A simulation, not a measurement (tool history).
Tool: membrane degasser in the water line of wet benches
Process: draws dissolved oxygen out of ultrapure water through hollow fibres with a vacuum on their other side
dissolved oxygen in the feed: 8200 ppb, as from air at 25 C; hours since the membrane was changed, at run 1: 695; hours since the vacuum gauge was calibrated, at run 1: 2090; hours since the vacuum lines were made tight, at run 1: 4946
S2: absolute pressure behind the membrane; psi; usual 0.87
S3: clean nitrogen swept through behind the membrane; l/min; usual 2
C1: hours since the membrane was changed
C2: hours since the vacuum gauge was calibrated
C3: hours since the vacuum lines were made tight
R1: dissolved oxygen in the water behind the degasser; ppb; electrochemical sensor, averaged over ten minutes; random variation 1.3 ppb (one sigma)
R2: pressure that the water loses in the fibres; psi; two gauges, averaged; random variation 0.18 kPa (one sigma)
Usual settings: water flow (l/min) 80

{"run": 1, "day": 0.0, "water flow (l/min)": 80, "S2": 0.87, "S3": 2, "C1": 695, "C2": 2090, "C3": 4946, "R1": 227.5, "R2": 4.824}
{"run": 2, "day": 2.229, "water flow (l/min)": 80, "S2": 0.87, "S3": 2, "C1": 749, "C2": 2143, "C3": 4999, "R1": 229.7, "R2": 4.773}
{"run": 3, "day": 3.912, "water flow (l/min)": 80, "S2": 0.87, "S3": 2, "C1": 789, "C2": 2183, "C3": 5040, "R1": 227.8, "R2": 4.837}
{"run": 4, "day": 5.738, "water flow (l/min)": 80, "S2": 0.635, "S3": 2, "C1": 833, "C2": 2227, "C3": 5083, "R1": 102.5, "R2": 4.805}
{"run": 5, "day": 6.788, "water flow (l/min)": 112, "S2": 0.635, "S3": 2, "C1": 858, "C2": 2252, "C3": 5109, "R1": 157.3, "R2": 6.73}
{"run": 6, "day": 8.454, "water flow (l/min)": 112, "S2": 0.635, "S3": 2, "C1": 898, "C2": 2293, "C3": 5149, "R1": 157.3, "R2": 6.762}
{"run": 7, "day": 10.454, "water flow (l/min)": 112, "S2": 0.635, "S3": 2, "C1": 946, "C2": 2341, "C3": 5197, "R1": 154.8, "R2": 6.72}
{"run": 8, "day": 12.142, "water flow (l/min)": 112, "S2": 0.635, "S3": 2, "C1": 987, "C2": 2381, "C3": 5237, "R1": 156.6, "R2": 6.707}
{"run": 9, "day": 14.362, "water flow (l/min)": 80, "S2": 1.395, "S3": 2, "C1": 1040, "C2": 2434, "C3": 5290, "R1": 490.1, "R2": 4.854}
{"run": 10, "day": 15.483, "water flow (l/min)": 80, "S2": 1.627, "S3": 2, "C1": 1067, "C2": 2461, "C3": 5317, "R1": 598.6, "R2": 4.788}
{"run": 11, "day": 16.975, "water flow (l/min)": 80, "S2": 1.627, "S3": 2, "C1": 1103, "C2": 2497, "C3": 5353, "R1": 602.2, "R2": 4.779}
{"run": 12, "day": 18.658, "water flow (l/min)": 80, "S2": 1.627, "S3": 2, "C1": 1143, "C2": 2537, "C3": 5393, "R1": 595.8, "R2": 4.85}
{"run": 13, "day": 20.021, "water flow (l/min)": 80, "S2": 1.627, "S3": 2, "C1": 1176, "C2": 2570, "C3": 5426, "R1": 601, "R2": 4.78}
{"run": 14, "day": 21.608, "water flow (l/min)": 80, "S2": 1.627, "S3": 2, "C1": 1214, "C2": 2608, "C3": 5464, "R1": 600.7, "R2": 4.795}
{"run": 15, "day": 23.45, "water flow (l/min)": 80, "S2": 1.627, "S3": 2, "C1": 1258, "C2": 2652, "C3": 5508, "R1": 597.2, "R2": 4.807}
{"run": 16, "day": 24.762, "water flow (l/min)": 80, "S2": 1.627, "S3": 2, "C1": 1290, "C2": 2684, "C3": 5540, "R1": 602.5, "R2": 4.823}
{"run": 17, "day": 26.642, "water flow (l/min)": 80, "S2": 1.627, "S3": 2, "C1": 1335, "C2": 2729, "C3": 5585, "R1": 597.9, "R2": 4.783}
{"day": 27.108, "done": "gauge calibrated"}
{"run": 18, "day": 27.621, "water flow (l/min)": 97, "S2": 1.337, "S3": 2.2, "C1": 1358, "C2": 2752, "C3": 5609, "R1": 518.9, "R2": 5.855}
{"run": 19, "day": 29.433, "water flow (l/min)": 97, "S2": 1.337, "S3": 2.2, "C1": 1402, "C2": 2796, "C3": 5652, "R1": 518.7, "R2": 5.8}
{"run": 20, "day": 31.021, "water flow (l/min)": 97, "S2": 1.787, "S3": 3.37, "C1": 1440, "C2": 2834, "C3": 5690, "R1": 543.5, "R2": 5.748}
{"run": 21, "day": 32.208, "water flow (l/min)": 80, "S2": 0.637, "S3": 2, "C1": 1468, "C2": 2863, "C3": 5719, "R1": 102.3, "R2": 4.776}
{"run": 22, "day": 34.292, "water flow (l/min)": 80, "S2": 2.17, "S3": 2, "C1": 1518, "C2": 2913, "C3": 5769, "R1": 870.1, "R2": 4.805}
{"run": 23, "day": 35.962, "water flow (l/min)": 80, "S2": 2.17, "S3": 2, "C1": 1558, "C2": 2953, "C3": 5809, "R1": 866, "R2": 4.747}
{"run": 24, "day": 37.812, "water flow (l/min)": 68, "S2": 2.112, "S3": 3.45, "C1": 1603, "C2": 2997, "C3": 5853, "R1": 470.9, "R2": 4.07}
{"run": 25, "day": 39.046, "water flow (l/min)": 107, "S2": 0.798, "S3": 3.33, "C1": 1632, "C2": 3027, "C3": 5883, "R1": 180.6, "R2": 6.432}
{"run": 26, "day": 41.058, "water flow (l/min)": 107, "S2": 2.074, "S3": 3.33, "C1": 1681, "C2": 3075, "C3": 5931, "R1": 703, "R2": 6.434}
{"run": 27, "day": 42.583, "water flow (l/min)": 80, "S2": 0.719, "S3": 2.37, "C1": 1717, "C2": 3112, "C3": 5968, "R1": 129.4, "R2": 4.764}

How the hidden state differs across the entries between the runs, from the last listed run before each to the first after it:
Between runs 17 and 18: gauge calibrated (day 27.108)
  drift of the gauge itself on oxygen_ppb, %: -2.85 -> -0.05
  measured less the result without the state, R1: -17.5 -> -0.3 ppb
